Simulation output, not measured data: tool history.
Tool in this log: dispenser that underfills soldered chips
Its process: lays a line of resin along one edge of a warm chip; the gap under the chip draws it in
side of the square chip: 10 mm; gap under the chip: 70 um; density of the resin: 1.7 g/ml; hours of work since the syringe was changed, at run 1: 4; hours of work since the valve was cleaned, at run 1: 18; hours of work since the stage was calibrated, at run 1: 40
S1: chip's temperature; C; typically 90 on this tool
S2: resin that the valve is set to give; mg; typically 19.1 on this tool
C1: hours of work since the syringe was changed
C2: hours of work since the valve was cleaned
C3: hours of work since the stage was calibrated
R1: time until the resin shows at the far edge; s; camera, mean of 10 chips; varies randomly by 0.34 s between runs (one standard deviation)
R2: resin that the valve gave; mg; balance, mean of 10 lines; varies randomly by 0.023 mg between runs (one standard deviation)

| run | hour | S1 | S2 | C1 | C2 | C3 | R1 | R2 |
|---|---|---|---|---|---|---|---|---|
| 1 | 0.0 | 90 | 19.1 | 4 | 18 | 40 | 23.3 | 18.90 |
| 2 | 3.1 | 90 | 19.1 | 6 | 20 | 42 | 26.8 | 18.85 |
| 3 | 6.7 | 90 | 19.1 | 9 | 23 | 44 | 33.3 | 18.86 |
| 4 | 8.8 | 90 | 19.1 | 10 | 24 | 46 | 36.8 | 18.88 |
|  | 11.0 | new syringe of resin |
| 5 | 11.1 | 90 | 19.1 | 0 | 26 | 47 | 16.8 | 18.86 |
| 6 | 14.2 | 90 | 19.1 | 2 | 28 | 50 | 20.2 | 18.85 |
| 7 | 16.7 | 90 | 19.1 | 4 | 30 | 51 | 24.2 | 18.82 |
| 8 | 20.8 | 90 | 19.1 | 7 | 33 | 54 | 29.5 | 18.75 |
| 9 | 24.3 | 90 | 19.1 | 10 | 35 | 57 | 37.3 | 18.74 |
|  | 27.2 | new syringe of resin |
| 10 | 29.0 | 90 | 19.1 | 1 | 38 | 60 | 18.5 | 18.73 |
| 11 | 31.3 | 90 | 19.1 | 3 | 40 | 62 | 20.1 | 18.76 |
| 12 | 35.2 | 90 | 19.1 | 6 | 43 | 64 | 26.4 | 18.71 |
| 13 | 39.0 | 90 | 19.1 | 9 | 46 | 67 | 32.0 | 18.69 |
| 14 | 42.0 | 90 | 19.1 | 11 | 48 | 69 | 38.2 | 18.62 |
|  | 43.2 | new syringe of resin |
| 15 | 47.3 | 90 | 18.5 | 3 | 51 | 73 | 22.1 | 18.05 |
| 16 | 49.6 | 90 | 18.5 | 5 | 53 | 75 | 24.3 | 18.02 |
|  | 54.3 | dispensing valve cleaned and set on the balance |
| 17 | 54.8 | 90 | 18.5 | 8 | 0 | 78 | 30.7 | 18.55 |
| 18 | 59.0 | 90 | 18.5 | 11 | 3 | 81 | 40.0 | 18.49 |
|  | 60.2 | new syringe of resin |
| 19 | 63.5 | 96 | 24.3 | 2 | 6 | 84 | 14.7 | 24.26 |
| 20 | 66.4 | 96 | 24.3 | 4 | 9 | 86 | 18.2 | 24.24 |
| 21 | 70.7 | 100 | 18.2 | 8 | 12 | 89 | 20.4 | 18.12 |
| 22 | 75.6 | 93 | 16.3 | 11 | 15 | 93 | 37.6 | 16.21 |
|  | 76.2 | new syringe of resin |
| 23 | 80.9 | 104 | 19.6 | 3 | 19 | 96 | 12.2 | 19.44 |
| 24 | 83.4 | 102 | 22.0 | 5 | 21 | 98 | 15.4 | 21.84 |
| 25 | 85.8 | 102 | 22.0 | 7 | 22 | 100 | 17.3 | 21.82 |
| 26 | 90.4 | 102 | 22.0 | 10 | 26 | 103 | 22.7 | 21.80 |
|  | 92.2 | new syringe of resin |
| 27 | 93.8 | 102 | 22.0 | 1 | 28 | 105 | 10.9 | 21.67 |
| 28 | 98.7 | 92 | 18.6 | 5 | 31 | 109 | 21.7 | 18.31 |
| 29 | 102.3 | 97 | 24.7 | 7 | 34 | 111 | 21.3 | 24.34 |
| 30 | 106.7 | 97 | 24.7 | 10 | 37 | 115 | 28.1 | 24.26 |
|  | 108.4 | new syringe of resin |
| 31 | 110.8 | 76 | 18.9 | 2 | 40 | 117 | 37.7 | 18.59 |
| 32 | 115.5 | 87 | 23.5 | 5 | 43 | 121 | 28.3 | 23.08 |
| 33 | 117.8 | 98 | 24.2 | 7 | 45 | 122 | 20.1 | 23.70 |
| 34 | 122.0 | 88 | 17.4 | 10 | 48 | 125 | 40.4 | 17.03 |
|  | 124.4 | new syringe of resin |
| 35 | 125.1 | 88 | 17.4 | 1 | 50 | 127 | 19.3 | 16.98 |
| 36 | 128.6 | 84 | 16.8 | 3 | 53 | 130 | 29.3 | 16.42 |

Take each entry between the runs: how does the hidden state at the last listed run before it differ from the hidden state at the first listed run after it?
Runs 4 to 5: new syringe of resin (hour 11.0)
  resin's viscosity, % of fresh resin's: 222.3 -> 100.1; dose that the valve gives, % of what is set: 98.8 -> 98.73
  measured less the result without the state, R1: +20.6 -> +0.1 s; R2: -0.22 -> -0.25 mg
Runs 9 to 10: new syringe of resin (hour 27.2)
  resin's viscosity, % of fresh resin's: 215.1 -> 108.2; dose that the valve gives, % of what is set: 98.28 -> 98.14; true chip temperature over the reading, C: 0.04 -> 0.05
  measured less the result without the state, R1: +19.6 -> +1.4 s; R2: -0.33 -> -0.36 mg
Runs 14 to 15: new syringe of resin (hour 43.2)
  resin's viscosity, % of fresh resin's: 229.9 -> 125.5; dose that the valve gives, % of what is set: 97.69 -> 97.52; true chip temperature over the reading, C: 0.08 -> 0.09
  measured less the result without the state, R1: +21.8 -> +4.4 s; R2: -0.44 -> -0.46 mg
Runs 16 to 17: dispensing valve cleaned and set on the balance (hour 54.3)
  resin's viscosity, % of fresh resin's: 143.6 -> 183.2; dose that the valve gives, % of what is set: 97.45 -> 100.15; true chip temperature over the reading, C: 0.09 -> 0.1
  measured less the result without the state, R1: +7.4 -> +14.0 s; R2: -0.48 -> +0.03 mg
Runs 18 to 19: new syringe of resin (hour 60.2)
  resin's viscosity, % of fresh resin's: 233.8 -> 121; dose that the valve gives, % of what is set: 100 -> 99.86; true chip temperature over the reading, C: 0.11 -> 0.12
  measured less the result without the state, R1: +23.0 -> +2.6 s; R2: +0.00 -> -0.03 mg
Runs 22 to 23: new syringe of resin (hour 76.2)
  resin's viscosity, % of fresh resin's: 243.8 -> 131.3; dose that the valve gives, % of what is set: 99.42 -> 99.25; true chip temperature over the reading, C: 0.14 -> 0.15
  measured less the result without the state, R1: +22.2 -> +2.8 s; R2: -0.10 -> -0.15 mg
Runs 26 to 27: new syringe of resin (hour 92.2)
  resin's viscosity, % of fresh resin's: 228 -> 108.8; dose that the valve gives, % of what is set: 98.92 -> 98.81; true chip temperature over the reading, C: 0.17 -> 0.18
  measured less the result without the state, R1: +12.8 -> +0.8 s; R2: -0.24 -> -0.26 mg
Runs 30 to 31: new syringe of resin (hour 108.4)
  resin's viscosity, % of fresh resin's: 230 -> 114.8; dose that the valve gives, % of what is set: 98.37 -> 98.25
  measured less the result without the state, R1: +15.7 -> +4.6 s; R2: -0.40 -> -0.33 mg
Runs 34 to 35: new syringe of resin (hour 124.4)
  resin's viscosity, % of fresh resin's: 219.4 -> 104.5; dose that the valve gives, % of what is set: 97.85 -> 97.76
  measured less the result without the state, R1: +21.7 -> +0.7 s; R2: -0.38 -> -0.39 mg
